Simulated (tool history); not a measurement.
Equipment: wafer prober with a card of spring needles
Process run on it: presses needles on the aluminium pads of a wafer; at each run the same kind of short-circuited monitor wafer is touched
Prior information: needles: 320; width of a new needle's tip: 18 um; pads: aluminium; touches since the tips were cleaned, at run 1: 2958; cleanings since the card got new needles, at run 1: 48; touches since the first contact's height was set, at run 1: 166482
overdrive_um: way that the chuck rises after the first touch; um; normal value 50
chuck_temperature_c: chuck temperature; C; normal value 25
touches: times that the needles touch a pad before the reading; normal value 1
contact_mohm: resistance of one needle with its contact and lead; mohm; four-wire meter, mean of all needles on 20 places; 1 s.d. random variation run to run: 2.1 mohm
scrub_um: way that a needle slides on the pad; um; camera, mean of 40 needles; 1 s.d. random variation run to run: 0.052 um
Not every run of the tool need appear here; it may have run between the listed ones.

run   hour  overdrive_um  chuck_temperature_c  touches  touches since the tips were cleaned  cleanings since the card got new needles  touches since the first contact's height was set  contact_mohm  scrub_um
  1      0            50                   25        1                                 2958                                        48                                            166482           358      6.57
       1.1  -- tips cleaned on abrasive film
         6  -- height of the first contact set anew
       9.8  -- tips cleaned on abrasive film
  2   12.2            50                   25        1                                  943                                        50                                              2430           279      6.97
      18.5  -- tips cleaned on abrasive film
  3   24.3            50                   25        1                                 2330                                        51                                              7221           321      6.94
      26.6  -- tips cleaned on abrasive film
      34.7  -- tips cleaned on abrasive film
  4     35            50                   25        1                                   86                                        53                                             11372           238      6.99
      43.4  -- tips cleaned on abrasive film
  5   49.6            50                   25        1                                 2432                                        54                                             17139           325      6.91
      51.9  -- tips cleaned on abrasive film
      60.1  -- tips cleaned on abrasive film
  6   60.4            50                   25        1                                  109                                        56                                             21374           242         7
      68.5  -- tips cleaned on abrasive film
  7   70.6            50                   25        1                                  823                                        57                                             25374           273       6.9
      76.8  -- tips cleaned on abrasive film
      78.1  -- tips cleaned on abrasive film, once more
  8   84.3            50                   25        1                                 2450                                        59                                             30736           322       6.9
      87.1  -- tips cleaned on abrasive film
  9   94.8            50                   25        1                                 3049                                        60                                             34866           347      6.82
      95.7  -- tips cleaned on abrasive film
 10  102.6            50                   25        1                                 2752                                        61                                             37935           336      6.87
     104.3  -- tips cleaned on abrasive film
     113.3  -- tips cleaned on abrasive film
 11  113.8            50                   25        1                                  220                                        63                                             42330           254      6.83
     121.5  -- tips cleaned on abrasive film
 12    126            50                   25        1                                 1787                                        64                                             47126           312      6.88
     129.7  -- tips cleaned on abrasive film
 13  133.5            50                   72        1                                 1541                                        65                                             50082           320       6.9
     138.1  -- tips cleaned on abrasive film
 14  141.3            50                   25        1                                 1259                                        66                                             53130           296      6.89
     146.9  -- tips cleaned on abrasive film
 15  153.6            50                   25        2                                 2689                                        67                                             57991           295      6.84
     155.8  -- tips cleaned on abrasive film
 16    161            50                   25        2                                 2077                                        68                                             60874           283      6.79
     164.5  -- tips cleaned on abrasive film
 17  168.3            42                  100        1                                 1536                                        69                                             63762           360      5.68
     172.7  -- tips cleaned on abrasive film
 18  180.4            49                   30        3                                 3051                                        70                                             68517           280      6.63
     181.1  -- tips cleaned on abrasive film
     189.3  -- tips cleaned on abrasive film
 19  189.3            57                   60        3                                    0                                        72                                             71968           239      7.71
 20  195.9            57                   60        3                                 2621                                        72                                             74589           264      7.67
     197.8  -- tips cleaned on abrasive film
     206.4  -- tips cleaned on abrasive film
 21  210.8            57                   60        1                                 1750                                        74                                             80432           290      7.77
     214.6  -- tips cleaned on abrasive film
 22  220.9            51                   60        2                                 2477                                        75                                             84409           300      6.87
       223  -- tips cleaned on abrasive film
     231.2  -- tips cleaned on abrasive film
 23  231.4            51                   60        1                                   96                                        77                                             88526           256      6.88
 24  238.7            51                   60        1                                 2993                                        77                                             91423           352      6.89
       240  -- tips cleaned on abrasive film
 25  245.8            37                   73        1                                 2291                                        78                                             94190           425      4.88
     248.4  -- tips cleaned on abrasive film
       257  -- tips cleaned on abrasive film
 26  257.8            37                   73        1                                  313                                        80                                             98899           315      4.82
     265.4  -- tips cleaned on abrasive film
 27  266.2            37                   31        1                                  313                                        81                                            102172           299      4.89
     273.8  -- tips cleaned on abrasive film
 28  275.8            41                   48        1                                  813                                        82                                            105978           321       5.4
     281.9  -- tips cleaned on abrasive film
 29  285.8            59                   38        2                                 1536                                        83                                            109887           262      7.94

For each entry between runs, how does the tool's hidden state at the last listed run before it compare with that at the first listed run after it?
Runs 1 to 2: tips cleaned on abrasive film (hour 1.1); height of the first contact set anew (hour 6); tips cleaned on abrasive film (hour 9.8)
  debris on the tips, nm: 121.8 -> 57.7; way that the needles fall short of the set height, um: 3.34 -> 0.05; tips' diameter, um: 19.17 -> 19.41
  difference, measured minus the result without the unlogged condition, contact_mohm: +130 -> +55 mohm; scrub_um: -0.46 -> +0 um
Runs 2 to 3: tips cleaned on abrasive film (hour 18.5)
  debris on the tips, nm: 57.7 -> 105; way that the needles fall short of the set height, um: 0.05 -> 0.13; tips' diameter, um: 19.41 -> 19.44
  difference, measured minus the result without the unlogged condition, contact_mohm: +55 -> +99 mohm; scrub_um: +0 -> -0.02 um
Runs 3 to 4: tips cleaned on abrasive film (hour 26.6); tips cleaned on abrasive film (hour 34.7)
  debris on the tips, nm: 105 -> 10.2; way that the needles fall short of the set height, um: 0.13 -> 0.26; tips' diameter, um: 19.44 -> 19.49
  difference, measured minus the result without the unlogged condition, contact_mohm: +99 -> +12 mohm; scrub_um: -0.02 -> -0.04 um
Runs 4 to 5: tips cleaned on abrasive film (hour 43.4)
  debris on the tips, nm: 10.2 -> 96.8; way that the needles fall short of the set height, um: 0.26 -> 0.3; tips' diameter, um: 19.49 -> 19.5
  difference, measured minus the result without the unlogged condition, contact_mohm: +12 -> +95 mohm; scrub_um: -0.04 -> -0.04 um
Runs 5 to 6: tips cleaned on abrasive film (hour 51.9); tips cleaned on abrasive film (hour 60.1)
  debris on the tips, nm: 96.8 -> 14.6; way that the needles fall short of the set height, um: 0.3 -> 0.44; tips' diameter, um: 19.5 -> 19.55
  difference, measured minus the result without the unlogged condition, contact_mohm: +95 -> +16 mohm; scrub_um: -0.04 -> -0.06 um
Runs 6 to 7: tips cleaned on abrasive film (hour 68.5)
  debris on the tips, nm: 14.6 -> 49; way that the needles fall short of the set height, um: 0.44 -> 0.52; tips' diameter, um: 19.55 -> 19.58
  difference, measured minus the result without the unlogged condition, contact_mohm: +16 -> +49 mohm; scrub_um: -0.06 -> -0.07 um
Runs 7 to 8: tips cleaned on abrasive film (hour 76.8); tips cleaned on abrasive film, once more (hour 78.1)
  debris on the tips, nm: 49 -> 98.5; way that the needles fall short of the set height, um: 0.52 -> 0.68; tips' diameter, um: 19.58 -> 19.63
  difference, measured minus the result without the unlogged condition, contact_mohm: +49 -> +97 mohm; scrub_um: -0.07 -> -0.09 um
Runs 8 to 9: tips cleaned on abrasive film (hour 87.1)
  debris on the tips, nm: 98.5 -> 121.7; way that the needles fall short of the set height, um: 0.68 -> 0.73; tips' diameter, um: 19.63 -> 19.65
  difference, measured minus the result without the unlogged condition, contact_mohm: +97 -> +121 mohm; scrub_um: -0.09 -> -0.1 um
Runs 9 to 10: tips cleaned on abrasive film (hour 95.7)
  debris on the tips, nm: 121.7 -> 110.7; way that the needles fall short of the set height, um: 0.73 -> 0.79; tips' diameter, um: 19.65 -> 19.67
  difference, measured minus the result without the unlogged condition, contact_mohm: +121 -> +110 mohm; scrub_um: -0.1 -> -0.11 um
Runs 10 to 11: tips cleaned on abrasive film (hour 104.3); tips cleaned on abrasive film (hour 113.3)
  debris on the tips, nm: 110.7 -> 23.7; way that the needles fall short of the set height, um: 0.79 -> 0.9; tips' diameter, um: 19.67 -> 19.71
  difference, measured minus the result without the unlogged condition, contact_mohm: +110 -> +27 mohm; scrub_um: -0.11 -> -0.13 um
Runs 11 to 12: tips cleaned on abrasive film (hour 121.5)
  debris on the tips, nm: 23.7 -> 81.5; way that the needles fall short of the set height, um: 0.9 -> 0.98; tips' diameter, um: 19.71 -> 19.74
  difference, measured minus the result without the unlogged condition, contact_mohm: +27 -> +84 mohm; scrub_um: -0.13 -> -0.13 um
Runs 12 to 13: tips cleaned on abrasive film (hour 129.7)
  debris on the tips, nm: 81.5 -> 79.9; way that the needles fall short of the set height, um: 0.98 -> 1.03; tips' diameter, um: 19.74 -> 19.76
  difference, measured minus the result without the unlogged condition, contact_mohm: +84 -> +78 mohm; scrub_um: -0.13 -> -0.15 um
Runs 13 to 14: tips cleaned on abrasive film (hour 138.1)
  debris on the tips, nm: 79.9 -> 66.9; way that the needles fall short of the set height, um: 1.03 -> 1.1; tips' diameter, um: 19.76 -> 19.78
  difference, measured minus the result without the unlogged condition, contact_mohm: +78 -> +70 mohm; scrub_um: -0.15 -> -0.15 um
Runs 14 to 15: tips cleaned on abrasive film (hour 146.9)
  debris on the tips, nm: 66.9 -> 104.3; way that the needles fall short of the set height, um: 1.1 -> 1.17; tips' diameter, um: 19.78 -> 19.81
  difference, measured minus the result without the unlogged condition, contact_mohm: +70 -> +67 mohm; scrub_um: -0.15 -> -0.17 um
Runs 15 to 16: tips cleaned on abrasive film (hour 155.8)
  debris on the tips, nm: 104.3 -> 91.4; way that the needles fall short of the set height, um: 1.17 -> 1.26; tips' diameter, um: 19.81 -> 19.84
  difference, measured minus the result without the unlogged condition, contact_mohm: +67 -> +58 mohm; scrub_um: -0.17 -> -0.18 um
Runs 16 to 17: tips cleaned on abrasive film (hour 164.5)
  debris on the tips, nm: 91.4 -> 76.1; way that the needles fall short of the set height, um: 1.26 -> 1.31; tips' diameter, um: 19.84 -> 19.85
  difference, measured minus the result without the unlogged condition, contact_mohm: +58 -> +102 mohm; scrub_um: -0.18 -> -0.19 um
Runs 17 to 18: tips cleaned on abrasive film (hour 172.7)
  debris on the tips, nm: 76.1 -> 120.3; way that the needles fall short of the set height, um: 1.31 -> 1.39; tips' diameter, um: 19.85 -> 19.88
  difference, measured minus the result without the unlogged condition, contact_mohm: +102 -> +49 mohm; scrub_um: -0.19 -> -0.19 um
Runs 18 to 19: tips cleaned on abrasive film (hour 181.1); tips cleaned on abrasive film (hour 189.3)
  debris on the tips, nm: 120.3 -> 7.4; way that the needles fall short of the set height, um: 1.39 -> 1.55; tips' diameter, um: 19.88 -> 19.94
  difference, measured minus the result without the unlogged condition, contact_mohm: +49 -> +6 mohm; scrub_um: -0.19 -> -0.21 um
Runs 20 to 21: tips cleaned on abrasive film (hour 197.8); tips cleaned on abrasive film (hour 206.4)
  debris on the tips, nm: 108.9 -> 77.2; way that the needles fall short of the set height, um: 1.55 -> 1.71; tips' diameter, um: 19.94 -> 19.99
  difference, measured minus the result without the unlogged condition, contact_mohm: +34 -> +61 mohm; scrub_um: -0.21 -> -0.24 um
Runs 21 to 22: tips cleaned on abrasive film (hour 214.6)
  debris on the tips, nm: 77.2 -> 97.8; way that the needles fall short of the set height, um: 1.71 -> 1.8; tips' diameter, um: 19.99 -> 20.02
  difference, measured minus the result without the unlogged condition, contact_mohm: +61 -> +61 mohm; scrub_um: -0.24 -> -0.25 um
Runs 22 to 23: tips cleaned on abrasive film (hour 223); tips cleaned on abrasive film (hour 231.2)
  debris on the tips, nm: 97.8 -> 15.3; way that the needles fall short of the set height, um: 1.8 -> 1.92; tips' diameter, um: 20.02 -> 20.07
  difference, measured minus the result without the unlogged condition, contact_mohm: +61 -> +19 mohm; scrub_um: -0.25 -> -0.27 um
Runs 24 to 25: tips cleaned on abrasive film (hour 240)
  debris on the tips, nm: 118.8 -> 95.1; way that the needles fall short of the set height, um: 1.92 -> 2.01; tips' diameter, um: 20.07 -> 20.1
  difference, measured minus the result without the unlogged condition, contact_mohm: +118 -> +175 mohm; scrub_um: -0.27 -> -0.28 um
Runs 25 to 26: tips cleaned on abrasive film (hour 248.4); tips cleaned on abrasive film (hour 257)
  debris on the tips, nm: 95.1 -> 30.3; way that the needles fall short of the set height, um: 2.01 -> 2.16; tips' diameter, um: 20.1 -> 20.15
  difference, measured minus the result without the unlogged condition, contact_mohm: +175 -> +63 mohm; scrub_um: -0.28 -> -0.3 um
Runs 26 to 27: tips cleaned on abrasive film (hour 265.4)
  debris on the tips, nm: 30.3 -> 29.2; way that the needles fall short of the set height, um: 2.16 -> 2.24; tips' diameter, um: 20.15 -> 20.18
  difference, measured minus the result without the unlogged condition, contact_mohm: +63 -> +63 mohm; scrub_um: -0.3 -> -0.31 um
Runs 27 to 28: tips cleaned on abrasive film (hour 273.8)
  debris on the tips, nm: 29.2 -> 45.5; way that the needles fall short of the set height, um: 2.24 -> 2.29; tips' diameter, um: 20.18 -> 20.2
  difference, measured minus the result without the unlogged condition, contact_mohm: +63 -> +77 mohm; scrub_um: -0.31 -> -0.32 um
Runs 28 to 29: tips cleaned on abrasive film (hour 281.9)
  debris on the tips, nm: 45.5 -> 69.6; way that the needles fall short of the set height, um: 2.29 -> 2.38; tips' diameter, um: 20.2 -> 20.23
  difference, measured minus the result without the unlogged condition, contact_mohm: +77 -> +36 mohm; scrub_um: -0.32 -> -0.34 um
